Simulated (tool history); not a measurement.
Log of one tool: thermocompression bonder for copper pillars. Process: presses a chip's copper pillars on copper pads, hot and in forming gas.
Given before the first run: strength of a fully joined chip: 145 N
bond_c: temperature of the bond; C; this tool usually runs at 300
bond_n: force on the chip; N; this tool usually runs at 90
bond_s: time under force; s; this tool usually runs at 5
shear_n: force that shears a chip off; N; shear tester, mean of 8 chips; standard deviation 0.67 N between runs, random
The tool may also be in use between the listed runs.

{"run": 1, "day": 0.0, "bond_c": 300, "bond_n": 90, "bond_s": 5, "shear_n": 80.4}
{"run": 2, "day": 0.788, "bond_c": 300, "bond_n": 90, "bond_s": 5, "shear_n": 80.4}
{"run": 3, "day": 1.438, "bond_c": 300, "bond_n": 90, "bond_s": 5, "shear_n": 79.7}
{"run": 4, "day": 2.271, "bond_c": 300, "bond_n": 90, "bond_s": 5, "shear_n": 79.9}
{"run": 5, "day": 3.133, "bond_c": 300, "bond_n": 90, "bond_s": 5, "shear_n": 81.2}
{"run": 6, "day": 4.15, "bond_c": 277, "bond_n": 90, "bond_s": 11, "shear_n": 83.8}
{"run": 7, "day": 5.312, "bond_c": 281, "bond_n": 119, "bond_s": 4, "shear_n": 77.6}
{"day": 5.483, "done": "force cell calibrated"}
{"run": 8, "day": 6.571, "bond_c": 305, "bond_n": 119, "bond_s": 10, "shear_n": 116.1}
{"run": 9, "day": 7.85, "bond_c": 322, "bond_n": 119, "bond_s": 10, "shear_n": 123.5}
{"run": 10, "day": 8.417, "bond_c": 316, "bond_n": 86, "bond_s": 4, "shear_n": 83.5}

What if the next run were any one of these 3? Each begins from the tool's condition after run 10:
{"run": "A", "day": 9.725, "bond_c": 315, "bond_n": 114, "bond_s": 4, "shear_n": "?"}
{"run": "B", "day": 9.725, "bond_c": 316, "bond_n": 81, "bond_s": 11, "shear_n": "?"}
{"run": "C", "day": 9.725, "bond_c": 300, "bond_n": 98, "bond_s": 8, "shear_n": "?"}

run=A shear_n=98.6
run=B shear_n=103.9
run=C shear_n=96.2
With no hidden state in the tool, these same runs would have given:
run=A shear_n=98.7
run=B shear_n=104.4
run=C shear_n=96.0

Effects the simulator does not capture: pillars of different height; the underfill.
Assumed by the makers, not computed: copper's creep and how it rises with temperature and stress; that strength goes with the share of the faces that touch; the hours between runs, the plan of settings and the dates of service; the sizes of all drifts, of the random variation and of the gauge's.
